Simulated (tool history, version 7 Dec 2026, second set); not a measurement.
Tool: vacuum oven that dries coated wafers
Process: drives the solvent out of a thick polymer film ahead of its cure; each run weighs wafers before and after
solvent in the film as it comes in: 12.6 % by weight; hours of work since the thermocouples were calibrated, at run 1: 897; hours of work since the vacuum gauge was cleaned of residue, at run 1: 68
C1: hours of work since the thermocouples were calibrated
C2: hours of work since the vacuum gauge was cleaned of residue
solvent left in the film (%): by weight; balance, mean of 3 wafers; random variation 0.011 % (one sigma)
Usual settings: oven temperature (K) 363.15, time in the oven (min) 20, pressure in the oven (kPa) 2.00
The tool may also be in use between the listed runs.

Run 1, day 0.000: usual settings; C1 897; C2 68. Result: solvent left in the film (%) 3.56.
Run 2, day 1.921: usual settings; C1 931; C2 102. Result: solvent left in the film (%) 3.58.
Run 3, day 3.754: usual settings; C1 963; C2 134. Result: solvent left in the film (%) 3.55.
Run 4, day 4.762: usual settings; C1 981; C2 152. Result: solvent left in the film (%) 3.56.
Run 5, day 5.908: usual settings; C1 1001; C2 172. Result: solvent left in the film (%) 3.57.
Run 6, day 7.975: usual settings but time in the oven (min) 11; C1 1037; C2 208. Result: solvent left in the film (%) 4.68.
Run 7, day 9.112: usual settings but time in the oven (min) 13; C1 1057; C2 228. Result: solvent left in the film (%) 4.31.
Run 8, day 10.508: usual settings but time in the oven (min) 15; C1 1082; C2 253. Result: solvent left in the film (%) 4.04.
Run 9, day 12.767: usual settings; C1 1121; C2 293. Result: solvent left in the film (%) 3.58.
Run 10, day 13.746: usual settings but oven temperature (K) 350.15, time in the oven (min) 11; C1 1139; C2 310. Result: solvent left in the film (%) 8.52.
Run 11, day 15.454: usual settings but oven temperature (K) 350.15, time in the oven (min) 11; C1 1169; C2 340. Result: solvent left in the film (%) 8.50.
Run 12, day 17.704: usual settings but oven temperature (K) 355.15; C1 1208; C2 380. Result: solvent left in the film (%) 5.65.
Run 13, day 19.900: usual settings but oven temperature (K) 355.15; C1 1247; C2 418. Result: solvent left in the film (%) 5.65.
Run 14, day 21.079: usual settings but oven temperature (K) 355.15, pressure in the oven (kPa) 1.39; C1 1268; C2 439. Result: solvent left in the film (%) 4.58.
Run 15, day 23.017: usual settings but pressure in the oven (kPa) 2.77; C1 1302; C2 473. Result: solvent left in the film (%) 4.73.
At day 25.033: oven's thermocouples calibrated.
Run 16, day 25.204: usual settings but oven temperature (K) 372.15, time in the oven (min) 15, pressure in the oven (kPa) 2.77; C1 3; C2 510. Result: solvent left in the film (%) 3.39.
Run 17, day 26.646: usual settings but time in the oven (min) 11; C1 28; C2 535. Result: solvent left in the film (%) 4.88.

Some steps in solvent left in the film (%) between neighbouring runs. How much of each would the tool show without its hidden state too (settings, what came in, random variation), and how much is left for the hidden state, with any gauge scatter that isn't in both results?
The hidden state here: true wafer temperature over the reading, C; true pressure over the reading, kPa; drift of the gauge itself on solvent_pct, %.
Run 9 -> 10: oven temperature (K) 363.15 -> 350.15, time in the oven (min) 20 -> 11. solvent left in the film (%) +4.94: hidden state -0.05, all else +4.99.
Run 15 -> 16: oven temperature (K) 363.15 -> 372.15, time in the oven (min) 20 -> 15, oven's thermocouples calibrated. solvent left in the film (%) -1.34: hidden state +0.14, all else -1.48.
